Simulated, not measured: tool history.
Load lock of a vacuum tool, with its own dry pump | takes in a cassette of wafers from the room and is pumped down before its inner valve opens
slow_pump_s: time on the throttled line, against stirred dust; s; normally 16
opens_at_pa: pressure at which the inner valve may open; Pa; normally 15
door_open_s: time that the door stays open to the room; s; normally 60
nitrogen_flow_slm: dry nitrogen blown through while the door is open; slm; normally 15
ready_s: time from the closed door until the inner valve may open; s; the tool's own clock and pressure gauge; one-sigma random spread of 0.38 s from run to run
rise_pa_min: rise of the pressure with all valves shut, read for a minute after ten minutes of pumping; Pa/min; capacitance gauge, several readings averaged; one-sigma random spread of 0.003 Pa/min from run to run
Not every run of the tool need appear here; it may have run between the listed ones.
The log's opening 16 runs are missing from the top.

| run | hour | slow_pump_s | opens_at_pa | door_open_s | nitrogen_flow_slm | incoming humidity of the room's air, % | ready_s | rise_pa_min |
|---|---|---|---|---|---|---|---|---|
| 17 | 2520.2 | 16 | 15 | 121 | 15 | 43.9 | 41.0 | 0.427 |
| 18 | 2716.5 | 16 | 15 | 121 | 15 | 42.6 | 41.2 | 0.436 |
| 19 | 2820.1 | 12 | 15 | 121 | 15 | 45.3 | 38.1 | 0.441 |
| 20 | 2967.9 | 12 | 15 | 121 | 15 | 45.8 | 38.3 | 0.454 |
| 21 | 3087.7 | 28 | 13 | 32 | 16 | 46.9 | 50.5 | 0.424 |
| 22 | 3267.3 | 28 | 13 | 32 | 16 | 44.3 | 50.4 | 0.459 |
| 23 | 3427.0 | 28 | 13 | 135 | 23 | 44.6 | 49.8 | 0.482 |
| 24 | 3588.0 | 28 | 13 | 135 | 23 | 41.1 | 50.3 | 0.489 |
| 25 | 3734.3 | 19 | 15 | 67 | 17 | 44.5 | 43.4 | 0.504 |
| 26 | 3828.3 | 19 | 15 | 67 | 17 | 45.0 | 43.5 | 0.521 |
| 27 | 3984.9 | 19 | 15 | 67 | 17 | 45.7 | 42.8 | 0.522 |
| 28 | 4078.9 | 26 | 11 | 92 | 20 | 44.6 | 49.6 | 0.527 |
| 29 | 4172.0 | 14 | 27 | 37 | 13 | 44.0 | 38.1 | 0.522 |
| 30 | 4306.1 | 10 | 13 | 120 | 5 | 45.0 | 37.9 | 0.594 |
| 31 | 4395.9 | 10 | 13 | 120 | 5 | 45.6 | 38.4 | 0.608 |
| 32 | 4513.2 | 19 | 11 | 150 | 31 | 45.5 | 45.2 | 0.560 |
| 33 | 4675.2 | 12 | 27 | 60 | 15 | 47.8 | 36.7 | 0.578 |
| 34 | 4794.3 | 12 | 27 | 60 | 15 | 46.1 | 37.2 | 0.585 |
| 35 | 4989.9 | 16 | 20 | 60 | 5 | 41.4 | 40.8 | 0.629 |
| 36 | 5136.4 | 21 | 15 | 153 | 6 | 45.9 | 44.8 | 0.682 |

4 ways to go on from here, each from the tool as it stands after run 36. What would each give?
|  | 5155.3 | door's seal changed, seat wiped |
| A | 5273.5 | 21 | 12 | 153 | 6 | 46.4 | ? | ? |
|  | 5155.3 | door's seal changed, seat wiped |
| B | 5273.5 | 21 | 10 | 153 | 6 | 43.4 | ? | ? |
|  | 5155.3 | door's seal changed, seat wiped |
| C | 5273.5 | 19 | 15 | 34 | 6 | 46.5 | ? | ? |
|  | 5155.3 | door's seal changed, seat wiped |
| D | 5273.5 | 21 | 15 | 153 | 7 | 46.8 | ? | ? |

| run | ready_s | rise_pa_min |
|---|---|---|
| A | 47.2 | 0.108 |
| B | 47.0 | 0.106 |
| C | 44.2 | 0.054 |
| D | 45.9 | 0.109 |
Take away the tool's hidden state, keep each run's random variation, and the runs would have read:
| run | ready_s | rise_pa_min |
|---|---|---|
| A | 42.6 | 0.105 |
| B | 42.4 | 0.103 |
| C | 39.8 | 0.051 |
| D | 41.5 | 0.106 |
